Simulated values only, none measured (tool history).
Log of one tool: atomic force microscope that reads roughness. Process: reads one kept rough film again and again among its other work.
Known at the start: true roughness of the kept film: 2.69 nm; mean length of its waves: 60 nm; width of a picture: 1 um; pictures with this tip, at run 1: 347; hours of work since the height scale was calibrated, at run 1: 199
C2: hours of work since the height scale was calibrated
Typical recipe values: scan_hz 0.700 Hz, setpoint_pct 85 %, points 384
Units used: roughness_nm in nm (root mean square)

Run 1, hour 0.0: usual settings; pictures with this tip 347; C2 199. Result: roughness_nm 2.409 nm (root mean square).
Run 2, hour 16.2: usual settings but scan_hz 0.506 Hz; pictures with this tip 375; C2 211. Result: roughness_nm 2.424 nm (root mean square).
At hour 18.0: new tip fitted.
Run 3, hour 25.4: usual settings but scan_hz 0.506 Hz; pictures with this tip 13; C2 218. Result: roughness_nm 2.553 nm (root mean square).
Run 4, hour 41.1: usual settings but scan_hz 0.506 Hz; pictures with this tip 40; C2 229. Result: roughness_nm 2.536 nm (root mean square).
Run 5, hour 49.6: usual settings but scan_hz 0.506 Hz; pictures with this tip 55; C2 236. Result: roughness_nm 2.542 nm (root mean square).
Run 6, hour 66.1: usual settings but setpoint_pct 72 %; pictures with this tip 84; C2 248. Result: roughness_nm 2.535 nm (root mean square).
Run 7, hour 80.4: usual settings but points 407; pictures with this tip 108; C2 259. Result: roughness_nm 2.489 nm (root mean square).
Run 8, hour 90.4: usual settings but points 407; pictures with this tip 126; C2 267. Result: roughness_nm 2.492 nm (root mean square).
Run 9, hour 106.5: usual settings; pictures with this tip 153; C2 279. Result: roughness_nm 2.485 nm (root mean square).
Run 10, hour 114.0: usual settings; pictures with this tip 166; C2 285. Result: roughness_nm 2.473 nm (root mean square).
Run 11, hour 127.3: usual settings but setpoint_pct 74 %; pictures with this tip 189; C2 295. Result: roughness_nm 2.505 nm (root mean square).
Run 12, hour 144.3: usual settings but setpoint_pct 74 %; pictures with this tip 219; C2 308. Result: roughness_nm 2.494 nm (root mean square).
Run 13, hour 156.7: usual settings but setpoint_pct 74 %, points 679; pictures with this tip 240; C2 317. Result: roughness_nm 2.490 nm (root mean square).
Run 14, hour 172.7: usual settings but setpoint_pct 74 %, points 679; pictures with this tip 268; C2 329. Result: roughness_nm 2.481 nm (root mean square).
Run 15, hour 190.7: usual settings but setpoint_pct 74 %, points 679; pictures with this tip 299; C2 343. Result: roughness_nm 2.472 nm (root mean square).
Run 16, hour 207.4: usual settings but setpoint_pct 59 %, points 679; pictures with this tip 328; C2 356. Result: roughness_nm 2.463 nm (root mean square).
Run 17, hour 219.8: usual settings but setpoint_pct 59 %, points 679; pictures with this tip 349; C2 365. Result: roughness_nm 2.503 nm (root mean square).
Run 18, hour 233.0: usual settings but setpoint_pct 59 %, points 679; pictures with this tip 372; C2 375. Result: roughness_nm 2.487 nm (root mean square).
At hour 236.3: new tip fitted.
Run 19, hour 244.0: usual settings but setpoint_pct 59 %, points 679; pictures with this tip 13; C2 383. Result: roughness_nm 2.615 nm (root mean square).
Run 20, hour 256.9: usual settings but setpoint_pct 59 %, points 679; pictures with this tip 35; C2 393. Result: roughness_nm 2.594 nm (root mean square).
Run 21, hour 265.3: usual settings but scan_hz 0.887 Hz; pictures with this tip 50; C2 399. Result: roughness_nm 2.491 nm (root mean square).
Run 22, hour 280.6: usual settings but points 533; pictures with this tip 76; C2 411. Result: roughness_nm 2.523 nm (root mean square).
Run 23, hour 294.2: usual settings but scan_hz 1.081 Hz, setpoint_pct 66 %, points 533; pictures with this tip 100; C2 421. Result: roughness_nm 2.545 nm (root mean square).
Run 24, hour 310.3: usual settings but scan_hz 3.050 Hz, setpoint_pct 81 %, points 276; pictures with this tip 128; C2 433. Result: roughness_nm 2.235 nm (root mean square).
Run 25, hour 318.3: usual settings but setpoint_pct 78 %; pictures with this tip 142; C2 439. Result: roughness_nm 2.523 nm (root mean square).
Run 26, hour 336.8: usual settings but scan_hz 0.870 Hz, setpoint_pct 73 %, points 877; pictures with this tip 174; C2 453. Result: roughness_nm 2.513 nm (root mean square).
Run 27, hour 349.2: usual settings but scan_hz 0.870 Hz, setpoint_pct 72 %, points 412; pictures with this tip 195; C2 463. Result: roughness_nm 2.496 nm (root mean square).
Run 28, hour 363.7: usual settings but scan_hz 0.870 Hz, setpoint_pct 72 %, points 412; pictures with this tip 220; C2 474. Result: roughness_nm 2.496 nm (root mean square).
Run 29, hour 376.4: usual settings but scan_hz 0.621 Hz, points 464; pictures with this tip 242; C2 484. Result: roughness_nm 2.472 nm (root mean square).
Run 30, hour 386.7: usual settings but scan_hz 2.735 Hz, setpoint_pct 57 %, points 393; pictures with this tip 260; C2 491. Result: roughness_nm 2.451 nm (root mean square).
Run 31, hour 396.2: usual settings but scan_hz 2.083 Hz, setpoint_pct 57 %, points 446; pictures with this tip 276; C2 499. Result: roughness_nm 2.461 nm (root mean square).
Run 32, hour 409.9: usual settings but scan_hz 1.219 Hz, setpoint_pct 57 %, points 308; pictures with this tip 300; C2 509. Result: roughness_nm 2.491 nm (root mean square).
Run 33, hour 421.4: usual settings but scan_hz 1.219 Hz, setpoint_pct 57 %, points 308; pictures with this tip 320; C2 518. Result: roughness_nm 2.487 nm (root mean square).
Run 34, hour 432.8: usual settings but scan_hz 1.759 Hz, setpoint_pct 58 %, points 430; pictures with this tip 340; C2 526. Result: roughness_nm 2.452 nm (root mean square).
Run 35, hour 440.6: usual settings but scan_hz 0.838 Hz, setpoint_pct 84 %; pictures with this tip 353; C2 532. Result: roughness_nm 2.398 nm (root mean square).
At hour 455.6: new tip fitted.
Run 36, hour 459.0: usual settings but scan_hz 0.838 Hz, setpoint_pct 84 %; pictures with this tip 6; C2 546. Result: roughness_nm 2.505 nm (root mean square).
Run 37, hour 468.5: usual settings but scan_hz 1.055 Hz, setpoint_pct 56 %, points 501; pictures with this tip 22; C2 553. Result: roughness_nm 2.588 nm (root mean square).
Run 38, hour 477.3: usual settings but scan_hz 1.055 Hz, setpoint_pct 56 %, points 501; pictures with this tip 38; C2 560. Result: roughness_nm 2.611 nm (root mean square).
Run 39, hour 486.9: usual settings but scan_hz 1.055 Hz, setpoint_pct 56 %, points 501; pictures with this tip 54; C2 567. Result: roughness_nm 2.591 nm (root mean square).
Run 40, hour 505.0: usual settings but scan_hz 1.193 Hz, setpoint_pct 64 %, points 977; pictures with this tip 86; C2 581. Result: roughness_nm 2.554 nm (root mean square).
Run 41, hour 516.3: usual settings but scan_hz 1.091 Hz, setpoint_pct 60 %, points 366; pictures with this tip 105; C2 589. Result: roughness_nm 2.542 nm (root mean square).
Run 42, hour 533.5: usual settings but scan_hz 1.091 Hz, setpoint_pct 60 %, points 366; pictures with this tip 135; C2 602. Result: roughness_nm 2.560 nm (root mean square).

How the hidden state differs across the entries between the runs, from the last listed run before each to the first after it:
Runs 2 to 3: new tip fitted (hour 18.0)
  radius of the tip, nm: 27.7 -> 7.8; height scale over the true one, %: 0.23 -> 0.24
  what was measured, less what the result would be without the hidden state, roughness_nm: -0.139 -> +0.000 nm (root mean square)
Runs 18 to 19: new tip fitted (hour 236.3)
  radius of the tip, nm: 26.9 -> 8.3
  what was measured, less what the result would be without the hidden state, roughness_nm: -0.132 -> +0.002 nm (root mean square)
Runs 35 to 36: new tip fitted (hour 455.6)
  radius of the tip, nm: 26.4 -> 7.4; height scale over the true one, %: 0.64 -> 0.66
  what was measured, less what the result would be without the hidden state, roughness_nm: -0.119 -> +0.013 nm (root mean square)
